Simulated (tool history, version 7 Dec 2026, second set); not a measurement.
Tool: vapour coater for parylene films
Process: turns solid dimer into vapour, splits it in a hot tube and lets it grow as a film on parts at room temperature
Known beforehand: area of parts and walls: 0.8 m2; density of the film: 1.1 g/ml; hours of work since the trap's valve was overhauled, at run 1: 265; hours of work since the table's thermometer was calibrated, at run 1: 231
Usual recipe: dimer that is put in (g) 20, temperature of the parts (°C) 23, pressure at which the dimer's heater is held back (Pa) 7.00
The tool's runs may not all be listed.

| run | day | dimer that is put in (g) | temperature of the parts (°C) | pressure at which the dimer's heater is held back (Pa) | hours of work since the trap's valve was overhauled | hours of work since the table's thermometer was calibrated | thickness of the film (nm) |
|---|---|---|---|---|---|---|---|
| 1 | 0.000 | 20 | 23 | 7.00 | 265 | 231 | 13330 |
| 2 | 0.825 | 20 | 23 | 7.00 | 281 | 247 | 13140 |
| 3 | 1.442 | 23 | 23 | 7.00 | 293 | 259 | 15230 |
| 4 | 2.654 | 23 | 23 | 7.00 | 317 | 283 | 14930 |
| 5 | 3.783 | 23 | 23 | 7.00 | 338 | 304 | 15210 |
| 6 | 4.750 | 17 | 26 | 2.45 | 357 | 323 | 11470 |
| 7 | 5.412 | 17 | 26 | 2.45 | 370 | 336 | 11420 |
| 8 | 6.171 | 20 | 23 | 9.82 | 384 | 351 | 12470 |
|  | 6.729 | trap's valve overhauled |
| 9 | 7.017 | 10 | 25 | 11.49 | 6 | 364 | 5700 |
| 10 | 7.942 | 11 | 34 | 2.10 | 23 | 382 | 5480 |

How would selected steps in thickness of the film (nm) from run to run divide? Give the signed amount a tool lacking its hidden state would still show from settings, what came in and random variation, and the signed amount left for the hidden state, including any gauge scatter that is not in both of the compared results.
Hidden state at play: vapour lost through the trap's worn valve, %; true temperature of the parts over the reading, C; drift of the gauge itself on film_um, %.
Run 8 -> 9: dimer that is put in (g) 20 -> 10, temperature of the parts (°C) 23 -> 25, pressure at which the dimer's heater is held back (Pa) 9.82 -> 11.49, trap's valve overhauled. thickness of the film (nm) -6770: hidden state +310, all else -7080.

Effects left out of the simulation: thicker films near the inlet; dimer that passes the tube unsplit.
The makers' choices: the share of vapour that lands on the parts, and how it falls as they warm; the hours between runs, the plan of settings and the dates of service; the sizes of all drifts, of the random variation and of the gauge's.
